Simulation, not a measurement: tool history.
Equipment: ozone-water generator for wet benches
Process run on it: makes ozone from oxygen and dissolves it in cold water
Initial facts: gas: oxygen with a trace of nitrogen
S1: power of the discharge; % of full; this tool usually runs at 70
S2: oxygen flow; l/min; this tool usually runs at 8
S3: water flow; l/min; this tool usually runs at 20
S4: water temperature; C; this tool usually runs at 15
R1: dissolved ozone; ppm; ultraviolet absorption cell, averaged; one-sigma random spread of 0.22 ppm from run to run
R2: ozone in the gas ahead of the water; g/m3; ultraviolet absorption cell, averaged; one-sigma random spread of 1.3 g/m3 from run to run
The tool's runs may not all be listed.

Run 1, hour 0: usual settings. Result: R1 32 ppm, R2 246.2 g/m3.
Run 2, hour 42.7: usual settings. Result: R1 32.3 ppm, R2 244.2 g/m3.
Run 3, hour 87.8: usual settings. Result: R1 32.3 ppm, R2 246.6 g/m3.
Run 4, hour 125.2: usual settings but S1 56 % of full. Result: R1 26.6 ppm, R2 199 g/m3.
Run 5, hour 148.3: usual settings but S1 56 % of full. Result: R1 26.2 ppm, R2 198.6 g/m3.
Run 6, hour 186.6: usual settings but S1 56 % of full. Result: R1 26.4 ppm, R2 200.6 g/m3.
Run 7, hour 238.1: usual settings but S1 56 % of full, S3 21 l/min. Result: R1 25.3 ppm, R2 200 g/m3.
Run 8, hour 287.9: usual settings but S1 74 % of full. Result: R1 33.9 ppm, R2 259.9 g/m3.
Run 9, hour 309.4: usual settings but S1 82 % of full, S2 6.56 l/min, S3 30 l/min, S4 8 C. Result: R1 27.1 ppm, R2 316.8 g/m3.
Run 10, hour 351: usual settings but S1 82 % of full, S2 5.74 l/min, S3 13 l/min, S4 16 C. Result: R1 53.7 ppm, R2 337.5 g/m3.
Run 11, hour 381.7: usual settings but S1 41 % of full, S2 5.23 l/min, S3 13 l/min, S4 16 C. Result: R1 28.9 ppm, R2 191.6 g/m3.
Run 12, hour 414.9: usual settings but S1 59 % of full, S2 5.23 l/min, S3 14 l/min, S4 17 C. Result: R1 37.1 ppm, R2 266.2 g/m3.
Run 13, hour 447: usual settings but S3 16 l/min, S4 8 C. Result: R1 44 ppm, R2 244 g/m3.
Run 14, hour 498.8: usual settings but S2 8.64 l/min. Result: R1 32.5 ppm, R2 236 g/m3.
At hour 537.3: water thermometer calibrated.
Run 15, hour 548.5: usual settings but S2 8.64 l/min. Result: R1 31.8 ppm, R2 233.7 g/m3.

Each row is a separate what-if for the run after 15, all from the same tool condition, not one after another. Results?
Run A, hour 589.6: usual settings but S3 14 l/min. Result: R1 ?, R2 ?.
Run B, hour 589.6: usual settings but S1 61 % of full, S2 6.31 l/min. Result: R1 ?, R2 ?.
Run C, hour 589.6: usual settings but S2 12.07 l/min, S4 9 C. Result: R1 ?, R2 ?.
Run D, hour 589.6: usual settings but S1 81 % of full, S2 4.36 l/min, S4 20 C. Result: R1 ?, R2 ?.

run    R1     R2
  A  42.9  249.6
  B  29.1  247.8
  C  34.7  197.9
  D  34.7  390.4
The same runs, with their run-to-run variation unchanged, on a tool lacking any hidden condition would have given:
run    R1     R2
  A  42.9  244.7
  B  29.1  242.9
  C  34.7    194
  D  34.7  382.9
